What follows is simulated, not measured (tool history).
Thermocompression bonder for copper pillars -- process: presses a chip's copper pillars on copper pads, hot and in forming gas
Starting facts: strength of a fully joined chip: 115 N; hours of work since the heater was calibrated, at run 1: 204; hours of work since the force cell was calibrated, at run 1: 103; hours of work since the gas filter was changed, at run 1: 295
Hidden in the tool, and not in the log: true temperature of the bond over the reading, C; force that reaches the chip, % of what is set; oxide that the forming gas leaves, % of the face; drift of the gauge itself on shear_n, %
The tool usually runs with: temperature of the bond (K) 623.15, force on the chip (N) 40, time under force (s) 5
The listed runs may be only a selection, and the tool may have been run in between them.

| run | hour | temperature of the bond (K) | force on the chip (N) | time under force (s) | hours of work since the heater was calibrated | hours of work since the force cell was calibrated | hours of work since the gas filter was changed | force that shears a chip off (N) |
|---|---|---|---|---|---|---|---|---|
| 1 | 0.0 | 623.15 | 40 | 5 | 204 | 103 | 295 | 79.9 |
| 2 | 13.3 | 623.15 | 40 | 5 | 213 | 112 | 305 | 80.3 |
| 3 | 25.7 | 623.15 | 40 | 5 | 222 | 121 | 313 | 82.4 |
| 4 | 46.0 | 623.15 | 40 | 5 | 236 | 135 | 327 | 80.5 |
| 5 | 63.7 | 611.15 | 40 | 5 | 248 | 148 | 340 | 72.5 |
| 6 | 83.8 | 611.15 | 40 | 5 | 262 | 162 | 354 | 73.3 |
| 7 | 92.4 | 611.15 | 40 | 5 | 268 | 168 | 360 | 72.9 |
|  | 95.9 | heater calibrated with a thermocouple chip |
|  | 111.6 | forming gas filter changed |
| 8 | 114.2 | 623.15 | 40 | 5 | 12 | 181 | 2 | 83.3 |
| 9 | 130.1 | 623.15 | 40 | 5 | 24 | 192 | 13 | 84.7 |

What will run 10 give?
| 10 | 139.3 | 623.15 | 40 | 5 | 30 | 199 | 19 | ? |

{"run 10": {"force that shears a chip off (N)": 84.1}}
Had the tool carried no hidden state, the very same run would have given force that shears a chip off (N) 82.9.

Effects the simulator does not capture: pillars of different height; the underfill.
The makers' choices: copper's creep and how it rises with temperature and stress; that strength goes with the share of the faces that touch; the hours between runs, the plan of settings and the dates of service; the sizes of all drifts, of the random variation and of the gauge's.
